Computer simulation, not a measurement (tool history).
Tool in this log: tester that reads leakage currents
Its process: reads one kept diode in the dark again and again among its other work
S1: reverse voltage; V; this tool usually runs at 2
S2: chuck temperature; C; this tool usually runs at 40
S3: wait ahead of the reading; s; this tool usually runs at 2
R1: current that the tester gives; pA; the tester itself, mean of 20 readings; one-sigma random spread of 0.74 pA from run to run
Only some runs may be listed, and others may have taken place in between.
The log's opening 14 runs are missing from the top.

| run | hour | S1 | S2 | S3 | R1 |
|---|---|---|---|---|---|
| 15 | 2340.5 | 2 | 40 | 2 | 254.37 |
| 16 | 2485.8 | 2 | 40 | 2 | 257.06 |
| 17 | 2728.2 | 2 | 40 | 2 | 260.63 |
| 18 | 2854.5 | 2 | 40 | 2 | 262.49 |
|  | 2896 | probe card cleaned and baked |
| 19 | 2983.6 | 2 | 40 | 2 | 261.74 |
| 20 | 3206.7 | 7.13 | 47 | 4.43 | 669.22 |
| 21 | 3401.9 | 5.02 | 32 | 1.44 | 199.64 |
| 22 | 3599.6 | 2 | 55 | 2 | 777.51 |
| 23 | 3793 | 3.72 | 53 | 2 | 843.86 |
| 24 | 3972 | 3.1 | 40 | 0.75 | 322.97 |
| 25 | 4188.4 | 3.1 | 40 | 0.75 | 326.04 |
|  | 4369.8 | chuck's temperature calibrated |
| 26 | 4426.4 | 5.94 | 28 | 0.33 | 144.34 |
| 27 | 4527.9 | 14.69 | 41 | 0.42 | 529.79 |
|  | 4546.4 | tester calibrated |
| 28 | 4678.3 | 14.69 | 41 | 0.42 | 534.77 |
| 29 | 4853 | 4.63 | 36 | 2 | 251.4 |
| 30 | 5035.6 | 4.63 | 36 | 2 | 256.16 |
|  | 5115.6 | tester calibrated, once more |
| 31 | 5205 | 2 | 36 | 2 | 193.92 |
| 32 | 5332.6 | 2 | 36 | 2 | 195.78 |
| 33 | 5520.2 | 2 | 36 | 2 | 197.72 |
| 34 | 5711.8 | 4.9 | 38 | 3.51 | 314.64 |
| 35 | 5880.7 | 2 | 22 | 2 | 68.31 |
| 36 | 5987.7 | 2 | 22 | 0.86 | 68.59 |
| 37 | 6149.9 | 4.27 | 25 | 5.68 | 114.6 |
| 38 | 6325.8 | 1.83 | 25 | 1.6 | 86.61 |

What if the next run were any one of these 4? Each begins from the tool's condition after run 38:
| A | 6535.9 | 13.81 | 43 | 3.22 | ? |
| B | 6535.9 | 2 | 34 | 2.89 | ? |
| C | 6535.9 | 4.51 | 22 | 2.21 | ? |
| D | 6535.9 | 9.46 | 28 | 1.96 | ? |

| run | R1 |
|---|---|
| A | 676.17 |
| B | 182.33 |
| C | 95.22 |
| D | 198.15 |
Stripped of hidden state, with their random variation kept, the same runs would have yielded:
| run | R1 |
|---|---|
| A | 579.55 |
| B | 156.25 |
| C | 78.21 |
| D | 163.7 |
